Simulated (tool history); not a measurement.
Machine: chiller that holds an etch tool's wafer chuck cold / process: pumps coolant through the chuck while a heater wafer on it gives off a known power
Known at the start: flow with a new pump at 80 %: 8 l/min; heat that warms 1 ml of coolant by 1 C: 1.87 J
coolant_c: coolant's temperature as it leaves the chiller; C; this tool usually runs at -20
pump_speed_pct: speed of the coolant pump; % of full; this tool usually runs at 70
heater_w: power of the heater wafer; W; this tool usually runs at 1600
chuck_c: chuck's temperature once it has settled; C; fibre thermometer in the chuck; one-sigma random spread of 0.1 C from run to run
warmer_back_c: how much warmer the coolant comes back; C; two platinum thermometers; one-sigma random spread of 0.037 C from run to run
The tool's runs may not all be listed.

run    hour  coolant_c  pump_speed_pct  heater_w  chuck_c  warmer_back_c
  1     0.0        -20              70      1600     -4.4           7.47
  2    29.0        -20              70      1600     -4.3           7.36
  3    73.5        -20              70      1600     -4.4           7.40
  4   128.0        -20              70      1600     -4.2           7.41
  5   183.9        -20              70      1600     -4.3           7.41
  6   244.4        -20              70      1600     -4.3           7.44
  7   307.9        -28              70      1600    -12.3           7.45
  8   349.8        -18              70      1600     -2.5           7.49
  9   402.3        -18              70      1600     -2.4           7.40
 10   460.3        -18              70      1600     -2.3           7.47
 11   522.5        -18              70      1600     -2.4           7.40
 12   590.3        -17              70      1600     -1.3           7.44
 13   658.1        -17              70      1600     -1.3           7.41
 14   714.6        -17              70      1600     -1.5           7.46
 15   781.6        -17              70      1600     -1.3           7.52
 16   836.4        -17              70      1600     -1.3           7.41
 17   867.8        -20              83      1600     -6.7           6.20
 18   929.9        -20              83      1600     -6.7           6.21
 19   964.3        -20              83      1600     -6.5           6.21
 20  1019.7        -22              70      1600     -6.3           7.45
 21  1048.7        -22              70      1600     -6.4           7.37
 22  1113.7        -22              70      1052    -11.5           4.87
 23  1155.6        -30              63      1149    -17.5           5.94
 24  1210.9        -20              87      1193    -10.2           4.30
 25  1250.6        -23              87      1134    -14.0           4.11
 26  1312.7        -20              61      1600     -2.3           8.67
 27  1353.9        -16              61       996     -5.1           5.36
 28  1400.7        -13              61      1272      1.2           6.81
 29  1453.5        -13              61      1272      1.2           6.89

What if the next run were any one of these 5? Each begins from the tool's condition after run 29:
  A  1513.7        -12              93      2099        ?              ?
  B  1513.7        -20              62      1600        ?              ?
  C  1513.7        -15              73      1641        ?              ?
  D  1513.7        -14              99      1084        ?              ?
  E  1513.7        -11              81      2194        ?              ?

run  chuck_c  warmer_back_c
  A      3.8           7.08
  B     -2.5           8.48
  C      0.5           7.26
  D     -6.2           3.43
  E      7.8           8.66
Stripped of hidden state, with their random variation kept, the same runs would have yielded:
run  chuck_c  warmer_back_c
  A      3.8           7.08
  B     -2.5           8.48
  C      0.5           7.25
  D     -6.3           3.43
  E      7.8           8.66
